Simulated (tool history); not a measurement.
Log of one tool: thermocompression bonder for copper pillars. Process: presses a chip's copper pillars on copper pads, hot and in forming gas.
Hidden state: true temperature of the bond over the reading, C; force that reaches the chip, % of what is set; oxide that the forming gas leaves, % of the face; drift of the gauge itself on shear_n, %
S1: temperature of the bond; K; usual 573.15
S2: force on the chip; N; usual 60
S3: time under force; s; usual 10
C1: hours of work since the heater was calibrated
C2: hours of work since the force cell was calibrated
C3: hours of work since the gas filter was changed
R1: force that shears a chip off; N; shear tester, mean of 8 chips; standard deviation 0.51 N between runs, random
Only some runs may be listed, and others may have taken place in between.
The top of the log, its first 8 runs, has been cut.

run 9 hour=513.7 | S1=573.15 S2=39 S3=20 | C1=180 C2=1454 C3=135 | R1=58
run 10 hour=576.3 | S1=573.15 S2=39 S3=20 | C1=211 C2=1484 C3=165 | R1=57.5
run 11 hour=634.9 | S1=573.15 S2=39 S3=20 | C1=239 C2=1512 C3=193 | R1=57.4
run 12 hour=707 | S1=573.15 S2=39 S3=20 | C1=273 C2=1547 C3=228 | R1=56.4
-- hour=773.4 forming gas filter changed
run 13 hour=777.9 | S1=573.15 S2=39 S3=20 | C1=307 C2=1580 C3=2 | R1=60.2
run 14 hour=825.4 | S1=573.15 S2=39 S3=20 | C1=330 C2=1603 C3=25 | R1=61.3
run 15 hour=881.1 | S1=573.15 S2=39 S3=20 | C1=357 C2=1630 C3=52 | R1=60.2
run 16 hour=925.7 | S1=560.15 S2=52 S3=9 | C1=378 C2=1651 C3=73 | R1=51.3
-- hour=932.2 force cell calibrated
run 17 hour=996.7 | S1=585.15 S2=56 S3=10 | C1=412 C2=31 C3=107 | R1=69
run 18 hour=1044.5 | S1=564.15 S2=44 S3=10 | C1=435 C2=54 C3=130 | R1=47.2
run 19 hour=1116.8 | S1=600.15 S2=44 S3=11 | C1=470 C2=89 C3=164 | R1=66.2
-- hour=1166.3 force cell calibrated, once more
run 20 hour=1169.9 | S1=600.15 S2=44 S3=11 | C1=494 C2=2 C3=189 | R1=68.8

Run 21 comes next. What will it give?
run 21 hour=1220.4 | S1=600.15 S2=44 S3=11 | C1=519 C2=26 C3=214 | R1=?

Logged for run 21: R1 67.5 N.
With the hidden condition absent and the run-to-run variation left alone, this run would have shown R1 71 N.
